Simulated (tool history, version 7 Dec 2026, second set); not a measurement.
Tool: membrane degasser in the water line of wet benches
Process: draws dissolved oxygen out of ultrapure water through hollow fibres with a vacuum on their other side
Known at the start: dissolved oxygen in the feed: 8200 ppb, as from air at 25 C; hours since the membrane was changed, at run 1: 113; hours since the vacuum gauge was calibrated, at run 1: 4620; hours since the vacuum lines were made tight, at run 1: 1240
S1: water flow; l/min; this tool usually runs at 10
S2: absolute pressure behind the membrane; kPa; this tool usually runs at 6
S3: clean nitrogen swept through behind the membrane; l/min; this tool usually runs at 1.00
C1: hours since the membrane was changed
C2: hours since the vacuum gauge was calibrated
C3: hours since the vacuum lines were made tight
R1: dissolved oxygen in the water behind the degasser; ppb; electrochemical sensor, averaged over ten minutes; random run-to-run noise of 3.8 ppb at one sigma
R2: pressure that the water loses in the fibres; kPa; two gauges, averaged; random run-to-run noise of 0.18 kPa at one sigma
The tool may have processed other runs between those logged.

run	hour	S1	S2	S3	C1	C2	C3	R1	R2
1	0.0	10	6	1.00	113	4620	1240	392.1	32.80
2	114.2	10	6	0.82	227	4734	1354	411.5	33.03
3	215.2	10	6	1.00	328	4835	1455	389.8	33.02
4	317.6	10	6	1.00	430	4938	1557	399.3	32.89
5	411.0	10	6	1.00	524	5031	1651	386.8	32.97
6	490.8	10	6	1.00	603	5111	1731	399.0	33.13
7	546.7	10	6	1.00	659	5167	1786	407.6	33.06

Expected results for the next run?
8	630.8	10	6	1.00	743	5251	1871	?	?

{"run 8": {"R1": 404.8, "R2": 33.3}}
The same run, on a tool lacking any hidden state, would have yielded R1 385.9 ppb, R2 33.04 kPa.
